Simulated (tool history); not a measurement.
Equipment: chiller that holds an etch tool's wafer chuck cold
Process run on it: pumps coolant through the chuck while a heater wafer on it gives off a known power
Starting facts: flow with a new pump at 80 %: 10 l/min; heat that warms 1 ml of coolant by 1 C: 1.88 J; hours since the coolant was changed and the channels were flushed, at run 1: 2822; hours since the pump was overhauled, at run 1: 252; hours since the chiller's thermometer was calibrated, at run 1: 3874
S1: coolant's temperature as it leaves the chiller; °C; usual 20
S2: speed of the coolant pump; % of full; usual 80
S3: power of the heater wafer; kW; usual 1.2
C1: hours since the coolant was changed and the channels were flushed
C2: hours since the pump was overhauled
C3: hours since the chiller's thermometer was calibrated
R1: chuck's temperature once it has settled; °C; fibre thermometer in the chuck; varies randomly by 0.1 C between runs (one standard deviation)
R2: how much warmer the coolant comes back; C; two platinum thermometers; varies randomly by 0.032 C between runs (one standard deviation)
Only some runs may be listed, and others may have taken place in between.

| run | hour | S1 | S2 | S3 | C1 | C2 | C3 | R1 | R2 |
|---|---|---|---|---|---|---|---|---|---|
| 1 | 0 | 20 | 80 | 1.2 | 2822 | 252 | 3874 | 28.4 | 3.87 |
| 2 | 80.2 | 20 | 80 | 1.2 | 2902 | 332 | 3954 | 28.6 | 3.82 |
| 3 | 167.5 | 20 | 80 | 1.2 | 2990 | 419 | 4041 | 28.3 | 3.9 |
|  | 178.4 | coolant pump overhauled |
| 4 | 214.7 | 20 | 80 | 1.2 | 3032 | 36 | 4083 | 28.6 | 3.94 |
| 5 | 252.6 | 20 | 80 | 1.2 | 3070 | 74 | 4121 | 28.3 | 3.88 |
| 6 | 322.7 | 24 | 80 | 1.015 | 3140 | 144 | 4191 | 30.9 | 3.27 |
| 7 | 385.7 | 24 | 80 | 1.015 | 3203 | 207 | 4254 | 31 | 3.32 |
| 8 | 454.5 | 29 | 84 | 0.773 | 3272 | 276 | 4323 | 34.1 | 2.38 |
|  | 463.6 | coolant pump overhauled, once more |
| 9 | 500.9 | 29 | 84 | 0.773 | 3313 | 37 | 4364 | 33.8 | 2.38 |
| 10 | 576.1 | 29 | 84 | 0.773 | 3388 | 112 | 4440 | 34 | 2.3 |

Alternative continuations, all from the tool just after run 10; predict every row:
| A | 612.8 | 21 | 80 | 1.2 | 3425 | 149 | 4476 | ? | ? |
| B | 612.8 | 21 | 80 | 0.645 | 3425 | 149 | 4476 | ? | ? |
| C | 612.8 | 11 | 68 | 0.859 | 3425 | 149 | 4476 | ? | ? |

| run | R1 | R2 |
|---|---|---|
| A | 29.4 | 3.89 |
| B | 25.1 | 2.09 |
| C | 17.5 | 3.23 |
Without the tool's unlogged condition, the same runs would have read:
| run | R1 | R2 |
|---|---|---|
| A | 29.6 | 3.87 |
| B | 25.5 | 2.08 |
| C | 17.8 | 3.21 |
